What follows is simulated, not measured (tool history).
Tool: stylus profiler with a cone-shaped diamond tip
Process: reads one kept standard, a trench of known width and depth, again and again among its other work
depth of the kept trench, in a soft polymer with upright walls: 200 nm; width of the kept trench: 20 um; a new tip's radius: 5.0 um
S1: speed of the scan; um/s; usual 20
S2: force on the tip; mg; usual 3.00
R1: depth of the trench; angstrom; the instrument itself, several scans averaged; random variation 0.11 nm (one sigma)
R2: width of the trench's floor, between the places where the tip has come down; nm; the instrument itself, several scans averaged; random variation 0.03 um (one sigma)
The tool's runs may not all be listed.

run	hour	S1	S2	R1	R2
1	0.0	20	3.00	2023.3	15930
2	50.2	20	3.00	2023.2	15840
3	89.7	20	3.00	2024.1	15810
4	126.1	20	3.00	2024.4	15780
5	173.2	20	3.00	2023.1	15770
6	219.6	20	3.00	2024.6	15660
# hour 226.6: height scale calibrated on a step standard
7	264.6	10	1.98	2023.4	15700
8	322.4	10	1.98	2024.3	15610
9	362.5	10	1.98	2025.8	15590
10	394.2	23	1.05	2019.4	15470

Run 11 comes next. What will it give?
11	429.1	8	8.56	?	?

R1: 2047.2 angstrom
R2: 15550 nm
Without the tool's hidden state the same run would have given R1 2036.5 angstrom, R2 17200 nm.

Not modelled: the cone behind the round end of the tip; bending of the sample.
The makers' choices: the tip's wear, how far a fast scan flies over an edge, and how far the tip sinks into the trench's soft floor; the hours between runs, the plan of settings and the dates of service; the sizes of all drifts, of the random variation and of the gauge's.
